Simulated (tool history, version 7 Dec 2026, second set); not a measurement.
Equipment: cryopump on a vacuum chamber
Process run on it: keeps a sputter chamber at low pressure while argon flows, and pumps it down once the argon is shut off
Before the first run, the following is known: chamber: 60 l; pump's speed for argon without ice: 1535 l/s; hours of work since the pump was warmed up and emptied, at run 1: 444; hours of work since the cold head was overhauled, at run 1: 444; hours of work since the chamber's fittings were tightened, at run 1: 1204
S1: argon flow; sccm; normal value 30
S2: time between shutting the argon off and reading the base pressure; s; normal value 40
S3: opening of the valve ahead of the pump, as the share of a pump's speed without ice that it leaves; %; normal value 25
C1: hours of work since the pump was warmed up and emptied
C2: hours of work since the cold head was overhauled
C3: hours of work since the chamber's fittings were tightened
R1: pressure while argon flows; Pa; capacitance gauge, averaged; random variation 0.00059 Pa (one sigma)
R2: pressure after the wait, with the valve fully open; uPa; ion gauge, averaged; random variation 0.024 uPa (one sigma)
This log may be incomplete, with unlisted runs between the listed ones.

run	hour	S1	S2	S3	C1	C2	C3	R1	R2
1	0.0	30	40	25	444	444	1204	0.1400	3.14
2	72.3	30	40	25	475	475	1235	0.1406	3.21
3	121.6	30	40	25	497	497	1257	0.1411	3.22
4	172.7	30	67	25	519	519	1279	0.1418	3.00
# hour 221.7: pump warmed up, emptied and cooled again
5	236.9	30	67	25	7	545	1305	0.1324	2.55
6	303.2	30	67	25	35	573	1333	0.1332	2.59
7	353.2	30	67	25	57	595	1355	0.1333	2.54
8	393.3	30	40	34	75	613	1373	0.0992	2.97
9	452.8	30	40	34	101	638	1399	0.0992	3.00
10	507.4	30	40	34	124	662	1422	0.0993	3.07
11	568.0	30	40	34	151	689	1449	0.0998	3.15
12	613.9	30	77	34	171	709	1469	0.1002	2.93
13	671.6	40	40	25	196	734	1494	0.1801	3.26
14	736.4	40	40	17	224	762	1522	0.2638	3.41
15	771.7	30	165	25	239	777	1537	0.1358	2.85
16	814.9	30	165	25	258	796	1556	0.1358	2.95
17	845.9	30	165	25	272	810	1570	0.1366	2.95
18	896.1	30	165	25	293	831	1591	0.1356	3.02
19	940.0	30	165	20	313	851	1611	0.1704	3.03
20	979.7	30	165	20	330	868	1628	0.1695	3.22
21	1040.8	30	165	20	356	894	1654	0.1711	3.21
22	1092.0	30	165	20	379	917	1677	0.1722	3.32
23	1141.3	30	114	46	400	938	1698	0.0781	3.44
24	1185.2	30	114	46	419	957	1717	0.0789	3.53
25	1243.2	42	110	28	445	982	1742	0.1754	3.57
26	1315.0	42	110	28	476	1014	1774	0.1760	3.69
27	1379.8	55	21	21	504	1042	1802	0.3049	4.88
# hour 1404.1: leaking fittings of the chamber tightened, without venting
28	1451.4	55	21	21	534	1072	21	0.3044	1.58
# hour 1468.8: pump warmed up, emptied and cooled again
29	1498.3	55	21	21	13	1090	39	0.2906	1.54
30	1544.9	31	21	33	33	1111	59	0.1044	1.54
31	1611.6	31	21	33	62	1140	88	0.1045	1.56
32	1659.7	28	65	29	83	1161	109	0.1070	0.87
33	1703.9	28	43	29	102	1180	128	0.1081	1.03

Below, each run's measurement less what the same run would have read without the hidden state. Both values contain the same run-to-run variation, but the gauge's scatter may not be the same in both:
Hidden state at play: pump's speed, % of a pump's without ice; cold plate's temperature, K; leak into the chamber, uPa l/s; drift of the gauge itself on working_pa, %; drift of the gauge itself on base_upa, %.
run	R1	R2
1	+0.0073	+2.24
2	+0.0079	+2.38
3	+0.0084	+2.41
4	+0.0089	+2.44
5	+0.0004	+1.96
6	+0.0008	+2.02
7	+0.0010	+2.00
8	+0.0013	+2.12
9	+0.0017	+2.16
10	+0.0020	+2.25
11	+0.0024	+2.31
12	+0.0027	+2.39
13	+0.0041	+2.43
14	+0.0046	+2.53
15	+0.0038	+2.52
16	+0.0040	+2.57
17	+0.0043	+2.60
18	+0.0046	+2.66
19	+0.0050	+2.66
20	+0.0053	+2.87
21	+0.0058	+2.85
22	+0.0062	+2.92
23	+0.0065	+2.99
24	+0.0069	+3.11
25	+0.0102	+3.13
26	+0.0110	+3.25
27	+0.0155	+3.38
28	+0.0165	+0.14
29	+0.0011	+0.09
30	+0.0009	+0.12
31	+0.0013	+0.17
32	+0.0014	+0.22
33	+0.0018	+0.24

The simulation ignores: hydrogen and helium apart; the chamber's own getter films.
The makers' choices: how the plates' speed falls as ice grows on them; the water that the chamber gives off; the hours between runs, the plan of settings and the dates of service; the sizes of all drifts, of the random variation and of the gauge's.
